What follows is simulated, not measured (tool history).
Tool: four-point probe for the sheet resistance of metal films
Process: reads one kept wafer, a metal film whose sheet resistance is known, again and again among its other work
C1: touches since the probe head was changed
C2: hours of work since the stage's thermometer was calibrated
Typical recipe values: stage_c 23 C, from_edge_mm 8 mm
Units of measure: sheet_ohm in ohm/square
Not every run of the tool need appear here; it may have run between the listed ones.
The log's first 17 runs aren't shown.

Run 18, hour 484.2: usual settings but stage_c 24 C; C1 10579; C2 1609. Result: sheet_ohm 0.081203 ohm/square.
Run 19, hour 504.4: usual settings but stage_c 24 C; C1 10936; C2 1619. Result: sheet_ohm 0.081187 ohm/square.
Run 20, hour 529.7: usual settings but stage_c 35 C; C1 11385; C2 1630. Result: sheet_ohm 0.081507 ohm/square.
Run 21, hour 553.9: usual settings but stage_c 35 C; C1 11813; C2 1642. Result: sheet_ohm 0.081499 ohm/square.
Run 22, hour 578.6: usual settings but stage_c 35 C, from_edge_mm 9 mm; C1 12251; C2 1653. Result: sheet_ohm 0.081414 ohm/square.
Run 23, hour 610.5: usual settings but stage_c 25 C; C1 12816; C2 1668. Result: sheet_ohm 0.081227 ohm/square.
Run 24, hour 635.5: usual settings but stage_c 19 C, from_edge_mm 42 mm; C1 13259; C2 1680. Result: sheet_ohm 0.080793 ohm/square.
Run 25, hour 674.7: usual settings but stage_c 30 C, from_edge_mm 14 mm; C1 13954; C2 1699. Result: sheet_ohm 0.081195 ohm/square.
Run 26, hour 697.9: usual settings but from_edge_mm 30 mm; C1 14365; C2 1709. Result: sheet_ohm 0.080897 ohm/square.
Run 27, hour 717.8: usual settings but stage_c 26 C, from_edge_mm 30 mm; C1 14717; C2 1719. Result: sheet_ohm 0.081008 ohm/square.
Run 28, hour 744.9: usual settings but stage_c 26 C, from_edge_mm 30 mm; C1 15198; C2 1732. Result: sheet_ohm 0.081007 ohm/square.
Run 29, hour 784.3: usual settings but stage_c 30 C, from_edge_mm 4 mm; C1 15895; C2 1750. Result: sheet_ohm 0.082187 ohm/square.
Run 30, hour 819.5: usual settings but stage_c 32 C, from_edge_mm 9 mm; C1 16519; C2 1767. Result: sheet_ohm 0.081384 ohm/square.
Run 31, hour 845.2: usual settings but from_edge_mm 17 mm; C1 16974; C2 1779. Result: sheet_ohm 0.080964 ohm/square.
Run 32, hour 868.5: usual settings but stage_c 28 C, from_edge_mm 29 mm; C1 17385; C2 1790. Result: sheet_ohm 0.081082 ohm/square.
Run 33, hour 889.7: usual settings but stage_c 27 C, from_edge_mm 33 mm; C1 17762; C2 1800. Result: sheet_ohm 0.081033 ohm/square.
Run 34, hour 919.1: usual settings but stage_c 27 C, from_edge_mm 33 mm; C1 18282; C2 1813. Result: sheet_ohm 0.081027 ohm/square.
Run 35, hour 955.8: usual settings but from_edge_mm 5 mm; C1 18932; C2 1831. Result: sheet_ohm 0.081605 ohm/square.
Run 36, hour 984.7: usual settings but from_edge_mm 5 mm; C1 19445; C2 1844. Result: sheet_ohm 0.081596 ohm/square.
Run 37, hour 1009.8: usual settings but from_edge_mm 5 mm; C1 19889; C2 1856. Result: sheet_ohm 0.081617 ohm/square.
Run 38, hour 1031.3: usual settings but stage_c 30 C, from_edge_mm 66 mm; C1 20270; C2 1866. Result: sheet_ohm 0.081082 ohm/square.

3 ways to go on from here, each from the tool as it stands after run 38. What would each give?
Run A, hour 1069.3: usual settings but from_edge_mm 20 mm; C1 20943; C2 1884. Result: sheet_ohm ?.
Run B, hour 1069.3: usual settings but from_edge_mm 10 mm; C1 20943; C2 1884. Result: sheet_ohm ?.
Run C, hour 1069.3: usual settings but stage_c 34 C, from_edge_mm 22 mm; C1 20943; C2 1884. Result: sheet_ohm ?.

run  sheet_ohm
  A   0.080942
  B   0.081077
  C   0.081229
Without the tool's unlogged condition, the same runs would have read:
run  sheet_ohm
  A   0.080945
  B    0.08108
  C   0.081232
